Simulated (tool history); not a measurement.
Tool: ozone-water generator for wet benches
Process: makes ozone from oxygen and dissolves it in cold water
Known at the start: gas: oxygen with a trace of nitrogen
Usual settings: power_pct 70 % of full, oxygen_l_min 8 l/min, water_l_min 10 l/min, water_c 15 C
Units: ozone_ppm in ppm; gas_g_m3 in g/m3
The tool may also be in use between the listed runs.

run	hour	power_pct	oxygen_l_min	water_l_min	water_c	ozone_ppm	gas_g_m3
1	0	70	8	10	15	51.3	259.4
2	84.9	70	8	10	15	50.9	259.6
3	198.2	70	8	10	15	51.9	256.8
4	259.9	70	8	10	11	55.1	260.2
5	346.8	70	8	10	11	55.3	258.7
6	413.5	66	8	10	15	49.2	245
7	496.4	66	8	10	15	48.7	250.1
8	590.7	59	8	10	15	45.4	230.8
9	667.2	59	8	10	15	45.4	229
10	775.5	59	8	10	15	44.9	228.4

The same runs without the tool's hidden state, with the same run-to-run variation:
The hidden state here: yield of the discharge, % of new electrodes'; contactor's efficiency, % of a clean one's; true water temperature over the reading, C; drift of the gauge itself on ozone_ppm, %; drift of the gauge itself on gas_g_m3, %.
run	ozone_ppm	gas_g_m3
1	53.1	265.5
2	52.7	265.9
3	53.8	263.1
4	57.2	266.7
5	57.5	265.3
6	51.1	251.1
7	50.7	256.4
8	47.1	236.3
9	47.1	234.6
10	46.7	234
